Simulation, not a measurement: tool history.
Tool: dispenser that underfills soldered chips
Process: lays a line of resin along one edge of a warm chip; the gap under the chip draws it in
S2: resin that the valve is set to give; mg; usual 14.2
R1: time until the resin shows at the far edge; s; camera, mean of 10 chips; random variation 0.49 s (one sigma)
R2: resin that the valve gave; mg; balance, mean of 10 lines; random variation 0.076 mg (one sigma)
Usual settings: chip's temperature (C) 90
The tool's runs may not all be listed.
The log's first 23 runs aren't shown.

-- hour=79.7 new syringe of resin
run 24 hour=81.7 | chip's_temperature_(C)=90 S2=16.8 | R1=40.2 R2=15.96
run 25 hour=84.1 | chip's_temperature_(C)=95 S2=12.3 | R1=37.0 R2=11.66
run 26 hour=86.4 | chip's_temperature_(C)=95 S2=12.3 | R1=41.5 R2=11.78
run 27 hour=91.4 | chip's_temperature_(C)=81 S2=14.5 | R1=80.1 R2=13.84
run 28 hour=94.3 | chip's_temperature_(C)=102 S2=15.6 | R1=38.5 R2=14.85
-- hour=95.2 new syringe of resin
run 29 hour=99.1 | chip's_temperature_(C)=90 S2=13.6 | R1=44.7 R2=12.73
run 30 hour=103.2 | chip's_temperature_(C)=88 S2=18.2 | R1=52.0 R2=17.10
run 31 hour=106.5 | chip's_temperature_(C)=103 S2=15.1 | R1=33.4 R2=14.24
run 32 hour=108.6 | chip's_temperature_(C)=90 S2=15.4 | R1=58.3 R2=14.51
-- hour=110.7 new syringe of resin
run 33 hour=111.2 | chip's_temperature_(C)=90 S2=15.4 | R1=38.3 R2=14.46
run 34 hour=113.4 | chip's_temperature_(C)=103 S2=14.2 | R1=25.2 R2=13.38
run 35 hour=116.7 | chip's_temperature_(C)=85 S2=16.0 | R1=55.3 R2=14.88
run 36 hour=120.2 | chip's_temperature_(C)=92 S2=15.3 | R1=46.5 R2=14.35
run 37 hour=122.9 | chip's_temperature_(C)=92 S2=15.3 | R1=51.8 R2=14.31

Forecast each of these 3 alternatives for the next run:
run A hour=125.4 | chip's_temperature_(C)=95 S2=14.2 | R1=? R2=?
run B hour=125.4 | chip's_temperature_(C)=99 S2=15.3 | R1=? R2=?
run C hour=125.4 | chip's_temperature_(C)=92 S2=15.2 | R1=? R2=?

run=A R1=50.3 R2=13.09
run=B R1=42.2 R2=14.12
run=C R1=56.4 R2=14.14
Without the tool's hidden state the same runs would have given:
run=A R1=31.8 R2=14.04
run=B R1=27.1 R2=15.14
run=C R1=36.0 R2=15.15
